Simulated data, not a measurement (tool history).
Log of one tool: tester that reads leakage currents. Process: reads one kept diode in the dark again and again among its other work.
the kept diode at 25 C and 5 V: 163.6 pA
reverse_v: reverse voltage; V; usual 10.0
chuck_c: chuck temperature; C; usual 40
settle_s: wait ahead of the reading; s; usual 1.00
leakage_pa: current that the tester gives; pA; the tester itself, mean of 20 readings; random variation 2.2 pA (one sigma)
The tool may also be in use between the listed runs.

run,day,reverse_v,chuck_c,settle_s,leakage_pa
1,0.000,10.0,40,1.00,792.49
2,1.075,10.0,40,1.00,790.10
3,2.446,10.0,40,1.00,793.10
4,3.350,10.0,40,1.00,791.66
5,4.462,10.0,40,1.00,792.01
6,5.075,10.0,40,1.00,793.40
7,6.017,10.0,40,1.00,792.79
8,6.750,1.7,40,1.00,275.28
9,7.383,1.7,40,1.00,273.93
10,8.479,5.4,40,1.00,555.44
11,9.121,5.4,40,1.00,550.86
12,10.208,5.4,40,1.00,550.62
13,10.912,10.0,40,4.33,799.26
14,12.283,10.0,40,4.33,799.38
15,13.404,10.0,40,4.33,799.04
16,14.608,10.0,40,4.33,801.68
17,15.400,10.0,50,1.00,1521.93
18,16.533,10.0,21,1.00,221.97
19,17.392,5.9,40,1.00,585.99
20,18.675,10.0,28,1.00,361.68
21,19.529,4.8,40,1.00,521.33
22,20.317,8.7,21,1.00,204.15
23,21.096,8.7,21,1.00,205.20
# day 21.292: chuck's temperature calibrated
24,21.996,19.6,40,3.46,1250.79
25,22.954,19.6,40,3.46,1250.93
26,24.362,12.9,22,3.46,290.17
27,25.154,4.8,22,3.46,156.33
28,25.979,1.1,40,1.00,222.41
29,26.612,3.0,40,0.48,408.48
30,27.212,16.0,30,0.48,584.23
# day 27.704: chuck's temperature calibrated, once more
31,28.408,10.0,29,0.54,358.66
32,29.008,10.0,29,0.54,359.28
33,30.058,10.0,29,0.54,357.44
34,31.171,10.0,42,1.00,848.76
35,31.917,10.0,42,1.00,851.64
36,33.100,10.0,23,3.43,236.12
37,33.725,10.0,23,3.43,236.11
38,34.762,5.4,21,1.00,141.51
39,35.533,18.6,33,3.82,685.62
40,36.121,3.6,37,3.82,330.26

3 ways to go on from here, each from the tool as it stands after run 40. What would each give?
A,37.267,14.6,37,3.82,?
B,37.267,5.7,40,1.00,?
C,37.267,10.0,47,1.28,?

run,leakage_pa
A,776.60
B,530.14
C,1176.14
Without the tool's hidden state the same runs would have given:
run,leakage_pa
A,739.39
B,514.55
C,1147.50
